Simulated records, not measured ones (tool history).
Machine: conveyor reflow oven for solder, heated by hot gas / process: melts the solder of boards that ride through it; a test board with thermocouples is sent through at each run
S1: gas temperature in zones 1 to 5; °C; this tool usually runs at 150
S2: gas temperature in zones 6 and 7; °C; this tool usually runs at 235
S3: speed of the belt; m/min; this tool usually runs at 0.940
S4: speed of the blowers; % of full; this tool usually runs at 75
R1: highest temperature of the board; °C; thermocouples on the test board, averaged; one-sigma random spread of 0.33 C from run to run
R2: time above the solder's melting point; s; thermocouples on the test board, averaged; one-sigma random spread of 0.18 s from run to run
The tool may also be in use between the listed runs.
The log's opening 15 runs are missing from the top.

run	hour	S1	S2	S3	S4	R1	R2
16	194.1	150	235	0.940	85	217.4	40.8
17	207.2	150	235	0.940	85	217.8	41.1
18	217.6	152	233	0.940	85	216.5	41.3
19	229.3	156	250	0.940	85	231.5	48.6
20	244.6	154	250	1.055	76	225.0	40.3
21	257.6	136	250	1.068	76	219.7	33.8
22	266.3	139	223	0.940	75	203.6	29.2
23	281.8	139	223	0.940	75	204.3	29.3
24	289.0	139	223	0.940	75	203.6	29.0
25	298.4	139	223	0.940	75	204.0	29.2
26	308.6	136	235	0.940	51	206.7	29.5
27	321.9	161	240	1.083	68	216.5	37.3
28	333.9	161	240	1.083	68	216.6	37.3
29	348.7	163	224	0.949	57	206.5	38.0
30	359.5	145	243	0.940	77	221.5	41.4

Below are 4 alternative next runs, each starting from the tool's condition after run 30. Predict each:
A	373.5	157	225	0.940	77	?	?
B	373.5	145	246	1.058	57	?	?
C	373.5	150	235	0.940	83	?	?
D	373.5	150	235	1.075	51	?	?

run	R1	R2
A	210.3	38.7
B	214.1	32.7
C	217.5	40.9
D	205.1	26.8
With the hidden condition removed and each run's random variation left untouched, the same runs would have given:
run	R1	R2
A	210.2	38.6
B	214.0	32.6
C	217.5	40.8
D	205.0	26.8
